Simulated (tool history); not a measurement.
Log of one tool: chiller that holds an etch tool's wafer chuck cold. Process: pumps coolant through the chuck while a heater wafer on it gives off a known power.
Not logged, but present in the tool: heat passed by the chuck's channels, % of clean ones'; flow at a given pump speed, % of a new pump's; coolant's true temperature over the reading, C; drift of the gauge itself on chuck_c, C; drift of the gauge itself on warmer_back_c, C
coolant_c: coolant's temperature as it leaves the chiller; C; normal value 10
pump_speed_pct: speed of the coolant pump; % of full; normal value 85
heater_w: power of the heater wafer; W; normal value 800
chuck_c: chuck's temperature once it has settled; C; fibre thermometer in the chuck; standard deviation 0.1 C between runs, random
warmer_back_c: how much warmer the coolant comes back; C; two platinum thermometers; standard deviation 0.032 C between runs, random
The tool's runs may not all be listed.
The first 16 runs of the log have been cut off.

| run | hour | coolant_c | pump_speed_pct | heater_w | hours since the coolant was changed and the channels were flushed | hours since the pump was overhauled | hours since the chiller's thermometer was calibrated | chuck_c | warmer_back_c |
|---|---|---|---|---|---|---|---|---|---|
| 17 | 861.4 | 12 | 85 | 800 | 761 | 2755 | 85 | 18.6 | 3.22 |
| 18 | 913.0 | 12 | 70 | 439 | 813 | 2807 | 137 | 16.2 | 2.18 |
| 19 | 974.9 | 12 | 70 | 439 | 875 | 2869 | 199 | 16.3 | 2.23 |
| 20 | 1040.1 | 10 | 85 | 1004 | 940 | 2934 | 264 | 18.3 | 4.03 |
| 21 | 1095.5 | 16 | 65 | 800 | 996 | 2989 | 320 | 24.5 | 4.31 |
| 22 | 1134.3 | 16 | 65 | 800 | 1034 | 3028 | 358 | 24.6 | 4.31 |
| 23 | 1188.4 | 13 | 66 | 970 | 1088 | 3082 | 412 | 23.2 | 5.22 |
| 24 | 1255.4 | 10 | 66 | 422 | 1155 | 3149 | 479 | 14.5 | 2.28 |
| 25 | 1323.9 | 17 | 70 | 429 | 1224 | 3218 | 548 | 21.4 | 2.12 |
| 26 | 1399.2 | 17 | 70 | 429 | 1299 | 3293 | 623 | 21.1 | 2.11 |
| 27 | 1436.4 | 17 | 70 | 429 | 1336 | 3330 | 660 | 21.4 | 2.17 |
| 28 | 1499.1 | 3 | 72 | 800 | 1399 | 3393 | 723 | 10.7 | 3.91 |
| 29 | 1535.0 | 3 | 71 | 800 | 1435 | 3429 | 759 | 10.9 | 3.89 |
| 30 | 1608.4 | 16 | 90 | 800 | 1508 | 3502 | 832 | 22.2 | 3.09 |
| 31 | 1657.7 | 16 | 90 | 800 | 1558 | 3552 | 882 | 22.4 | 3.04 |

Here are 4 independent what-if runs from the current tool condition. What would each one return?
| A | 1729.1 | 16 | 85 | 800 | 1629 | 3623 | 953 | ? | ? |
| B | 1729.1 | 10 | 97 | 796 | 1629 | 3623 | 953 | ? | ? |
| C | 1729.1 | 10 | 85 | 800 | 1629 | 3623 | 953 | ? | ? |
| D | 1729.1 | 10 | 69 | 1054 | 1629 | 3623 | 953 | ? | ? |

| run | chuck_c | warmer_back_c |
|---|---|---|
| A | 22.7 | 3.28 |
| B | 15.9 | 2.81 |
| C | 16.7 | 3.26 |
| D | 20.8 | 5.42 |
Without the tool's hidden state the same runs would have given:
| run | chuck_c | warmer_back_c |
|---|---|---|
| A | 22.5 | 3.21 |
| B | 15.7 | 2.76 |
| C | 16.5 | 3.19 |
| D | 20.4 | 5.32 |
